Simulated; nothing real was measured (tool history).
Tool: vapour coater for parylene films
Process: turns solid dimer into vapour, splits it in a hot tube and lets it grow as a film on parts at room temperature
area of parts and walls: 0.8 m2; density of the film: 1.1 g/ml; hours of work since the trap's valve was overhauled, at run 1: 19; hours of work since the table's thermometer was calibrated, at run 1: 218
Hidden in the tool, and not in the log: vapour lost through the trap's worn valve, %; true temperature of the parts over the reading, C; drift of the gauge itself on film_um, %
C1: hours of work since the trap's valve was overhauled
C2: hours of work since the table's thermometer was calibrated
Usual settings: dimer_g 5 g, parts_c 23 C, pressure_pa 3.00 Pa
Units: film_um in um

{"run": 1, "hour": 0.0, "dimer_g": 5, "parts_c": 23, "pressure_pa": 3.0, "C1": 19, "C2": 218, "film_um": 4.15}
{"run": 2, "hour": 14.7, "dimer_g": 5, "parts_c": 23, "pressure_pa": 3.0, "C1": 26, "C2": 225, "film_um": 4.07}
{"run": 3, "hour": 24.5, "dimer_g": 5, "parts_c": 19, "pressure_pa": 3.0, "C1": 30, "C2": 230, "film_um": 4.76}
{"run": 4, "hour": 47.5, "dimer_g": 5, "parts_c": 23, "pressure_pa": 3.0, "C1": 41, "C2": 241, "film_um": 4.1}
{"run": 5, "hour": 63.7, "dimer_g": 5, "parts_c": 23, "pressure_pa": 3.0, "C1": 49, "C2": 248, "film_um": 4.07}
{"run": 6, "hour": 76.2, "dimer_g": 5, "parts_c": 23, "pressure_pa": 8.89, "C1": 54, "C2": 254, "film_um": 3.61}
{"run": 7, "hour": 89.1, "dimer_g": 5, "parts_c": 20, "pressure_pa": 3.0, "C1": 60, "C2": 260, "film_um": 4.57}
{"run": 8, "hour": 108.5, "dimer_g": 5, "parts_c": 20, "pressure_pa": 3.0, "C1": 69, "C2": 269, "film_um": 4.56}
{"run": 9, "hour": 119.1, "dimer_g": 5, "parts_c": 20, "pressure_pa": 3.0, "C1": 74, "C2": 274, "film_um": 4.55}
{"run": 10, "hour": 139.2, "dimer_g": 5, "parts_c": 20, "pressure_pa": 3.0, "C1": 84, "C2": 283, "film_um": 4.57}
{"run": 11, "hour": 149.2, "dimer_g": 5, "parts_c": 23, "pressure_pa": 2.33, "C1": 88, "C2": 288, "film_um": 4.24}
{"run": 12, "hour": 161.6, "dimer_g": 5, "parts_c": 23, "pressure_pa": 3.0, "C1": 94, "C2": 294, "film_um": 4.11}
{"run": 13, "hour": 171.5, "dimer_g": 5, "parts_c": 23, "pressure_pa": 3.0, "C1": 99, "C2": 298, "film_um": 4.13}
{"run": 14, "hour": 186.5, "dimer_g": 5, "parts_c": 23, "pressure_pa": 3.0, "C1": 106, "C2": 305, "film_um": 4.11}
{"run": 15, "hour": 200.8, "dimer_g": 5, "parts_c": 23, "pressure_pa": 2.75, "C1": 112, "C2": 312, "film_um": 4.09}
{"run": 16, "hour": 213.2, "dimer_g": 5, "parts_c": 23, "pressure_pa": 4.64, "C1": 118, "C2": 317, "film_um": 3.87}
{"run": 17, "hour": 226.7, "dimer_g": 5, "parts_c": 23, "pressure_pa": 5.8, "C1": 124, "C2": 324, "film_um": 3.78}
{"run": 18, "hour": 249.8, "dimer_g": 4, "parts_c": 23, "pressure_pa": 3.0, "C1": 135, "C2": 334, "film_um": 3.26}
{"run": 19, "hour": 272.0, "dimer_g": 3, "parts_c": 23, "pressure_pa": 3.0, "C1": 145, "C2": 345, "film_um": 2.48}
{"run": 20, "hour": 286.5, "dimer_g": 8, "parts_c": 33, "pressure_pa": 9.13, "C1": 152, "C2": 352, "film_um": 3.9}
{"run": 21, "hour": 299.0, "dimer_g": 5, "parts_c": 23, "pressure_pa": 3.0, "C1": 158, "C2": 357, "film_um": 4.1}
{"run": 22, "hour": 320.4, "dimer_g": 6, "parts_c": 23, "pressure_pa": 3.0, "C1": 168, "C2": 367, "film_um": 4.89}
{"run": 23, "hour": 335.0, "dimer_g": 6, "parts_c": 23, "pressure_pa": 3.0, "C1": 175, "C2": 374, "film_um": 4.89}
{"run": 24, "hour": 354.4, "dimer_g": 6, "parts_c": 33, "pressure_pa": 2.5, "C1": 184, "C2": 383, "film_um": 3.41}
{"run": 25, "hour": 364.4, "dimer_g": 5, "parts_c": 27, "pressure_pa": 2.37, "C1": 188, "C2": 388, "film_um": 3.62}
{"run": 26, "hour": 375.4, "dimer_g": 6, "parts_c": 32, "pressure_pa": 4.59, "C1": 193, "C2": 393, "film_um": 3.28}
{"run": 27, "hour": 396.6, "dimer_g": 6, "parts_c": 32, "pressure_pa": 4.59, "C1": 203, "C2": 403, "film_um": 3.31}
{"run": 28, "hour": 405.9, "dimer_g": 6, "parts_c": 33, "pressure_pa": 7.52, "C1": 207, "C2": 407, "film_um": 3.03}
{"run": 29, "hour": 428.6, "dimer_g": 5, "parts_c": 25, "pressure_pa": 2.09, "C1": 218, "C2": 418, "film_um": 3.99}
{"run": 30, "hour": 441.9, "dimer_g": 5, "parts_c": 25, "pressure_pa": 2.09, "C1": 224, "C2": 424, "film_um": 3.95}
{"run": 31, "hour": 454.2, "dimer_g": 5, "parts_c": 25, "pressure_pa": 2.09, "C1": 230, "C2": 429, "film_um": 3.98}
{"run": 32, "hour": 472.6, "dimer_g": 5, "parts_c": 25, "pressure_pa": 2.09, "C1": 238, "C2": 438, "film_um": 3.96}
{"run": 33, "hour": 493.2, "dimer_g": 3, "parts_c": 23, "pressure_pa": 3.0, "C1": 248, "C2": 448, "film_um": 2.42}
{"run": 34, "hour": 515.7, "dimer_g": 3, "parts_c": 23, "pressure_pa": 3.0, "C1": 258, "C2": 458, "film_um": 2.45}
{"run": 35, "hour": 527.3, "dimer_g": 3, "parts_c": 23, "pressure_pa": 3.0, "C1": 264, "C2": 463, "film_um": 2.44}
{"run": 36, "hour": 543.7, "dimer_g": 3, "parts_c": 23, "pressure_pa": 3.0, "C1": 271, "C2": 471, "film_um": 2.46}

Forecast each of these 4 alternatives for the next run:
{"run": "A", "hour": 563.2, "dimer_g": 6, "parts_c": 23, "pressure_pa": 3.0, "C1": 280, "C2": 480, "film_um": "?"}
{"run": "B", "hour": 563.2, "dimer_g": 3, "parts_c": 23, "pressure_pa": 8.32, "C1": 280, "C2": 480, "film_um": "?"}
{"run": "C", "hour": 563.2, "dimer_g": 5, "parts_c": 24, "pressure_pa": 2.16, "C1": 280, "C2": 480, "film_um": "?"}
{"run": "D", "hour": 563.2, "dimer_g": 9, "parts_c": 23, "pressure_pa": 3.0, "C1": 280, "C2": 480, "film_um": "?"}

run=A film_um=4.90
run=B film_um=2.19
run=C film_um=4.08
run=D film_um=7.32
Without the tool's hidden state the same runs would have given:
run=A film_um=4.91
run=B film_um=2.20
run=C film_um=4.08
run=D film_um=7.33

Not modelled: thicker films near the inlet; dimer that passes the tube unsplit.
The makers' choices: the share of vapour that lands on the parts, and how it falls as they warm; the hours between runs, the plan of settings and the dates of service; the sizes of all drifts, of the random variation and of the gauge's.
